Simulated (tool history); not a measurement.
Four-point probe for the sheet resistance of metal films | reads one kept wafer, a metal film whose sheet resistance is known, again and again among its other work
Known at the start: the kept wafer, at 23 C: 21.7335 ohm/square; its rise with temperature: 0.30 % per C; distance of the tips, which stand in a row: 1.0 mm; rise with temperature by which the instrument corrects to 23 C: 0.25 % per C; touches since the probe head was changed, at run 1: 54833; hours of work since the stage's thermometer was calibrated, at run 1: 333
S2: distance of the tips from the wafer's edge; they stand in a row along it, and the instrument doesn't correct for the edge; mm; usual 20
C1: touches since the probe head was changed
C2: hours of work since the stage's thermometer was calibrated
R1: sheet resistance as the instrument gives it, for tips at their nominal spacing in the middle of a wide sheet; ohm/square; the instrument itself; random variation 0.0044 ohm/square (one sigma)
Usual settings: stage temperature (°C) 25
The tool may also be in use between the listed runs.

run 1 day=0 | stage_temperature_(°C)=25 S2=20 | C1=54833 C2=333 | R1=21.764563
run 2 day=0.679 | stage_temperature_(°C)=25 S2=20 | C1=55509 C2=341 | R1=21.764998
run 3 day=1.308 | stage_temperature_(°C)=25 S2=20 | C1=56136 C2=348 | R1=21.7651
run 4 day=2.104 | stage_temperature_(°C)=24 S2=20 | C1=56926 C2=357 | R1=21.748055
run 5 day=3.092 | stage_temperature_(°C)=25 S2=20 | C1=57911 C2=368 | R1=21.763477
run 6 day=3.904 | stage_temperature_(°C)=25 S2=20 | C1=58718 C2=377 | R1=21.759029
run 7 day=4.883 | stage_temperature_(°C)=25 S2=5 | C1=59691 C2=388 | R1=22.197709
run 8 day=6.058 | stage_temperature_(°C)=34 S2=20 | C1=60861 C2=401 | R1=21.869011
run 9 day=7.179 | stage_temperature_(°C)=25 S2=4 | C1=61976 C2=414 | R1=22.450148
run 10 day=7.812 | stage_temperature_(°C)=25 S2=13 | C1=62609 C2=421 | R1=21.804262
run 11 day=8.638 | stage_temperature_(°C)=25 S2=13 | C1=63428 C2=430 | R1=21.811613
run 12 day=9.279 | stage_temperature_(°C)=25 S2=13 | C1=64069 C2=437 | R1=21.806245
run 13 day=10.1 | stage_temperature_(°C)=25 S2=13 | C1=64885 C2=447 | R1=21.805952
run 14 day=11.271 | stage_temperature_(°C)=25 S2=13 | C1=66051 C2=460 | R1=21.820408
run 15 day=12.408 | stage_temperature_(°C)=25 S2=13 | C1=67181 C2=472 | R1=21.808386
run 16 day=13.204 | stage_temperature_(°C)=28 S2=20 | C1=67975 C2=481 | R1=21.809338
run 17 day=14.004 | stage_temperature_(°C)=28 S2=20 | C1=68768 C2=490 | R1=21.805058
run 18 day=15.312 | stage_temperature_(°C)=28 S2=20 | C1=70072 C2=505 | R1=21.809553
run 19 day=16.338 | stage_temperature_(°C)=28 S2=20 | C1=71090 C2=516 | R1=21.810573
run 20 day=17.004 | stage_temperature_(°C)=25 S2=31 | C1=71756 C2=524 | R1=21.757172
run 21 day=18.1 | stage_temperature_(°C)=25 S2=31 | C1=72846 C2=536 | R1=21.766977
run 22 day=18.875 | stage_temperature_(°C)=25 S2=31 | C1=73617 C2=545 | R1=21.750954
run 23 day=20.067 | stage_temperature_(°C)=25 S2=20 | C1=74803 C2=558 | R1=21.770396
run 24 day=21.362 | stage_temperature_(°C)=25 S2=20 | C1=76093 C2=573 | R1=21.78214
run 25 day=22.029 | stage_temperature_(°C)=33 S2=4 | C1=76757 C2=580 | R1=22.545103
run 26 day=22.575 | stage_temperature_(°C)=33 S2=4 | C1=77300 C2=587 | R1=22.549383
run 27 day=23.825 | stage_temperature_(°C)=28 S2=4 | C1=78544 C2=601 | R1=22.482893
run 28 day=25.096 | stage_temperature_(°C)=27 S2=73 | C1=79806 C2=615 | R1=21.777373
run 29 day=26.167 | stage_temperature_(°C)=22 S2=73 | C1=80873 C2=627 | R1=21.722988
run 30 day=27.162 | stage_temperature_(°C)=22 S2=46 | C1=81863 C2=638 | R1=21.730857
run 31 day=28.225 | stage_temperature_(°C)=18 S2=44 | C1=82922 C2=650 | R1=21.674145
-- day=28.362 stage's thermometer calibrated
run 32 day=28.854 | stage_temperature_(°C)=28 S2=41 | C1=83528 C2=6 | R1=21.796963
run 33 day=29.933 | stage_temperature_(°C)=20 S2=5 | C1=84601 C2=18 | R1=22.153945
run 34 day=31.042 | stage_temperature_(°C)=20 S2=5 | C1=85703 C2=30 | R1=22.149884
run 35 day=32.004 | stage_temperature_(°C)=25 S2=24 | C1=86663 C2=41 | R1=21.7779
run 36 day=32.988 | stage_temperature_(°C)=35 S2=9 | C1=87638 C2=52 | R1=22.008939
run 37 day=33.792 | stage_temperature_(°C)=30 S2=4 | C1=88439 C2=61 | R1=22.528791
run 38 day=34.792 | stage_temperature_(°C)=30 S2=4 | C1=89436 C2=72 | R1=22.52664
-- day=35.083 stage's thermometer calibrated, once more
run 39 day=36.138 | stage_temperature_(°C)=19 S2=14 | C1=90755 C2=12 | R1=21.760414
run 40 day=36.808 | stage_temperature_(°C)=31 S2=12 | C1=91420 C2=19 | R1=21.918679
run 41 day=37.854 | stage_temperature_(°C)=22 S2=63 | C1=92464 C2=31 | R1=21.731757
run 42 day=38.988 | stage_temperature_(°C)=23 S2=16 | C1=93590 C2=44 | R1=21.790033
run 43 day=39.983 | stage_temperature_(°C)=23 S2=16 | C1=94583 C2=55 | R1=21.793815
run 44 day=40.667 | stage_temperature_(°C)=30 S2=13 | C1=95263 C2=63 | R1=21.898539
run 45 day=41.9 | stage_temperature_(°C)=18 S2=17 | C1=96488 C2=76 | R1=21.72431
run 46 day=43.038 | stage_temperature_(°C)=18 S2=17 | C1=97622 C2=89 | R1=21.741756

Forecast each of these 3 alternatives for the next run:
run A day=44.367 | stage_temperature_(°C)=25 S2=26 | C1=98944 C2=104 | R1=?
run B day=44.367 | stage_temperature_(°C)=24 S2=20 | C1=98944 C2=104 | R1=?
run C day=44.367 | stage_temperature_(°C)=29 S2=17 | C1=98944 C2=104 | R1=?

run=A R1=21.78657
run=B R1=21.7893
run=C R1=21.855812
Without the tool's hidden state the same runs would have given:
run=A R1=21.769862
run=B R1=21.772597
run=C R1=21.839023
